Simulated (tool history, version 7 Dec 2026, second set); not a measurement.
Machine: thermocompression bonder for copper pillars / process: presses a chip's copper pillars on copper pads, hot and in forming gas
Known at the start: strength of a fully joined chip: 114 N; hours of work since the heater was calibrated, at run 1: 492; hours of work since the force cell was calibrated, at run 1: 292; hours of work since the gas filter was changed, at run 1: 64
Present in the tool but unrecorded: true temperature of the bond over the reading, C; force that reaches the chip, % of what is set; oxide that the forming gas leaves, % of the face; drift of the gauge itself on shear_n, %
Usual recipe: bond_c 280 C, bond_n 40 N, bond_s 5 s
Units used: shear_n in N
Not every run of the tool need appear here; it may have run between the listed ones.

run	hour	bond_c	bond_n	bond_s	hours of work since the heater was calibrated	hours of work since the force cell was calibrated	hours of work since the gas filter was changed	shear_n
1	0.0	280	40	5	492	292	64	53.3
2	14.5	280	40	5	500	301	72	53.6
3	24.7	280	40	5	506	307	78	53.9
4	45.4	280	40	5	518	319	91	54.1
5	59.5	280	40	5	526	327	99	54.4
6	78.6	280	40	3	538	339	110	44.3
7	93.9	280	40	4	547	348	119	50.2
8	107.2	280	40	4	554	355	127	49.1
9	125.8	280	40	4	565	366	138	49.9
# hour 142.5: forming gas filter changed
10	145.4	280	40	5	577	377	2	55.0
11	159.6	280	40	5	585	386	10	55.9
12	171.1	280	40	5	592	393	17	57.0
13	181.3	280	40	5	598	399	23	55.2
14	190.1	280	40	5	603	404	28	56.0
15	205.9	280	40	5	612	413	37	54.6
16	225.4	280	40	5	623	424	49	55.0
17	242.9	280	40	5	634	435	59	56.1
18	261.7	280	40	5	645	446	70	54.5
19	275.8	280	40	5	653	454	78	52.3
20	295.4	280	40	5	664	465	90	54.3
21	308.9	280	40	5	672	473	98	52.8
22	326.0	280	40	5	682	483	108	53.6
23	343.9	280	44	4	693	494	118	53.2
24	360.7	286	46	3	703	504	128	52.9
25	372.8	266	50	11	710	511	135	72.0
26	389.6	287	35	9	720	521	145	61.8
# hour 394.8: forming gas filter changed
27	401.6	307	35	11	726	527	4	79.9
28	414.8	280	45	8	734	535	12	72.2
29	427.4	280	45	8	742	543	19	71.2
30	446.5	280	45	8	753	554	30	70.7
31	466.4	280	47	8	765	565	42	72.6
32	487.3	309	56	14	777	578	54	100.5
33	496.3	309	56	14	782	583	60	100.1
# hour 510.0: heater calibrated with a thermocouple chip
34	513.3	270	33	10	2	592	68	52.7
35	533.1	260	26	7	14	603	80	33.5
36	553.4	286	40	6	25	615	92	58.7
37	566.6	302	40	9	33	623	100	71.6
38	585.5	280	56	9	44	634	111	78.1
39	597.7	280	56	9	51	641	118	77.2

Below, each run's measurement less what the same run would have read without the hidden state. Both values contain the same run-to-run variation, but the gauge's scatter may not be the same in both:
run	shear_n
1	-0.2
2	-0.4
3	-0.5
4	-0.8
5	-0.9
6	-0.9
7	-1.1
8	-1.3
9	-1.5
10	+1.4
11	+1.3
12	+1.1
13	+1.0
14	+0.8
15	+0.7
16	+0.5
17	+0.2
18	+0.0
19	-0.2
20	-0.4
21	-0.5
22	-0.7
23	-1.0
24	-1.1
25	-2.1
26	-2.0
27	+1.5
28	+1.7
29	+1.5
30	+1.1
31	+0.7
32	-1.2
33	-1.4
34	-2.9
35	-2.1
36	-3.7
37	-4.4
38	-5.0
39	-5.2
